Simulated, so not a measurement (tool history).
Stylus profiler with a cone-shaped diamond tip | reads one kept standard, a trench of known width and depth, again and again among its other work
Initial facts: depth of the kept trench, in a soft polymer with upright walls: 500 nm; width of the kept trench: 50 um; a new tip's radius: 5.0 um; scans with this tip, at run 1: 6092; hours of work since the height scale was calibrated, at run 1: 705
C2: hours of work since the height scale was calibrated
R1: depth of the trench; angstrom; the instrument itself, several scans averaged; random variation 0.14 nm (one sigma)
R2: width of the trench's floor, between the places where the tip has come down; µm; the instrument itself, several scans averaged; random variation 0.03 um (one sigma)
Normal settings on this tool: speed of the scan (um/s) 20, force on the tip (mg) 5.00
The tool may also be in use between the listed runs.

{"run": 1, "hour": 0.0, "speed of the scan (um/s)": 20, "force on the tip (mg)": 5.0, "scans with this tip": 6092, "C2": 705, "R1": 5048.9, "R2": 44.89}
{"run": 2, "hour": 42.7, "speed of the scan (um/s)": 20, "force on the tip (mg)": 6.18, "scans with this tip": 6243, "C2": 722, "R1": 5056.9, "R2": 44.86}
{"run": 3, "hour": 94.0, "speed of the scan (um/s)": 20, "force on the tip (mg)": 6.18, "scans with this tip": 6425, "C2": 743, "R1": 5060.1, "R2": 44.82}
{"run": 4, "hour": 128.3, "speed of the scan (um/s)": 20, "force on the tip (mg)": 6.18, "scans with this tip": 6546, "C2": 757, "R1": 5057.1, "R2": 44.85}
{"run": 5, "hour": 169.9, "speed of the scan (um/s)": 20, "force on the tip (mg)": 6.18, "scans with this tip": 6694, "C2": 774, "R1": 5057.6, "R2": 44.81}
{"run": 6, "hour": 224.3, "speed of the scan (um/s)": 20, "force on the tip (mg)": 6.18, "scans with this tip": 6886, "C2": 796, "R1": 5058.6, "R2": 44.81}
{"run": 7, "hour": 261.9, "speed of the scan (um/s)": 20, "force on the tip (mg)": 6.18, "scans with this tip": 7019, "C2": 812, "R1": 5057.6, "R2": 44.8}
{"run": 8, "hour": 314.5, "speed of the scan (um/s)": 20, "force on the tip (mg)": 5.0, "scans with this tip": 7206, "C2": 833, "R1": 5048.2, "R2": 44.77}
{"run": 9, "hour": 383.9, "speed of the scan (um/s)": 20, "force on the tip (mg)": 5.0, "scans with this tip": 7451, "C2": 862, "R1": 5044.4, "R2": 44.75}
{"run": 10, "hour": 423.3, "speed of the scan (um/s)": 20, "force on the tip (mg)": 5.0, "scans with this tip": 7591, "C2": 878, "R1": 5046.2, "R2": 44.74}
{"run": 11, "hour": 468.5, "speed of the scan (um/s)": 20, "force on the tip (mg)": 5.0, "scans with this tip": 7751, "C2": 896, "R1": 5047.3, "R2": 44.69}
{"run": 12, "hour": 529.9, "speed of the scan (um/s)": 20, "force on the tip (mg)": 3.65, "scans with this tip": 7968, "C2": 921, "R1": 5035.9, "R2": 44.64}
{"run": 13, "hour": 565.9, "speed of the scan (um/s)": 20, "force on the tip (mg)": 5.0, "scans with this tip": 8095, "C2": 936, "R1": 5043.0, "R2": 44.63}
{"run": 14, "hour": 630.8, "speed of the scan (um/s)": 20, "force on the tip (mg)": 5.0, "scans with this tip": 8325, "C2": 963, "R1": 5044.2, "R2": 44.68}
{"run": 15, "hour": 673.7, "speed of the scan (um/s)": 20, "force on the tip (mg)": 5.0, "scans with this tip": 8477, "C2": 980, "R1": 5044.9, "R2": 44.66}
{"run": 16, "hour": 724.8, "speed of the scan (um/s)": 20, "force on the tip (mg)": 5.0, "scans with this tip": 8658, "C2": 1001, "R1": 5040.9, "R2": 44.61}
{"run": 17, "hour": 754.3, "speed of the scan (um/s)": 22, "force on the tip (mg)": 2.09, "scans with this tip": 8762, "C2": 1013, "R1": 5018.3, "R2": 44.63}
{"run": 18, "hour": 804.8, "speed of the scan (um/s)": 22, "force on the tip (mg)": 10.22, "scans with this tip": 8941, "C2": 1034, "R1": 5079.7, "R2": 44.58}
{"run": 19, "hour": 872.3, "speed of the scan (um/s)": 33, "force on the tip (mg)": 9.75, "scans with this tip": 9180, "C2": 1062, "R1": 5074.9, "R2": 44.57}
{"run": 20, "hour": 921.6, "speed of the scan (um/s)": 33, "force on the tip (mg)": 9.75, "scans with this tip": 9354, "C2": 1082, "R1": 5077.0, "R2": 44.56}
{"run": 21, "hour": 966.9, "speed of the scan (um/s)": 23, "force on the tip (mg)": 6.23, "scans with this tip": 9514, "C2": 1100, "R1": 5051.5, "R2": 44.55}
{"run": 22, "hour": 1005.4, "speed of the scan (um/s)": 13, "force on the tip (mg)": 6.23, "scans with this tip": 9651, "C2": 1116, "R1": 5052.2, "R2": 44.59}
{"run": 23, "hour": 1050.1, "speed of the scan (um/s)": 8, "force on the tip (mg)": 2.37, "scans with this tip": 9809, "C2": 1134, "R1": 5016.8, "R2": 44.56}
{"run": 24, "hour": 1081.4, "speed of the scan (um/s)": 47, "force on the tip (mg)": 5.0, "scans with this tip": 9920, "C2": 1147, "R1": 5041.5, "R2": 44.39}
{"run": 25, "hour": 1109.6, "speed of the scan (um/s)": 32, "force on the tip (mg)": 5.0, "scans with this tip": 10020, "C2": 1159, "R1": 5041.3, "R2": 44.52}

Each row is a separate what-if for the run after 25, all from the same tool condition, not one after another. Results?
{"run": "A", "hour": 1143.8, "speed of the scan (um/s)": 68, "force on the tip (mg)": 12.56, "scans with this tip": 10141, "C2": 1173, "R1": "?", "R2": "?"}
{"run": "B", "hour": 1143.8, "speed of the scan (um/s)": 32, "force on the tip (mg)": 3.57, "scans with this tip": 10141, "C2": 1173, "R1": "?", "R2": "?"}
{"run": "C", "hour": 1143.8, "speed of the scan (um/s)": 9, "force on the tip (mg)": 3.28, "scans with this tip": 10141, "C2": 1173, "R1": "?", "R2": "?"}
{"run": "D", "hour": 1143.8, "speed of the scan (um/s)": 7, "force on the tip (mg)": 5.0, "scans with this tip": 10141, "C2": 1173, "R1": "?", "R2": "?"}

run=A R1=5091.6 R2=44.43
run=B R1=5025.4 R2=44.38
run=C R1=5025.9 R2=44.49
run=D R1=5039.1 R2=44.55
Take away the tool's hidden state, keep each run's random variation, and the runs would have read:
run=A R1=5111.0 R2=45.52
run=B R1=5044.5 R2=45.47
run=C R1=5045.0 R2=45.58
run=D R1=5058.2 R2=45.64

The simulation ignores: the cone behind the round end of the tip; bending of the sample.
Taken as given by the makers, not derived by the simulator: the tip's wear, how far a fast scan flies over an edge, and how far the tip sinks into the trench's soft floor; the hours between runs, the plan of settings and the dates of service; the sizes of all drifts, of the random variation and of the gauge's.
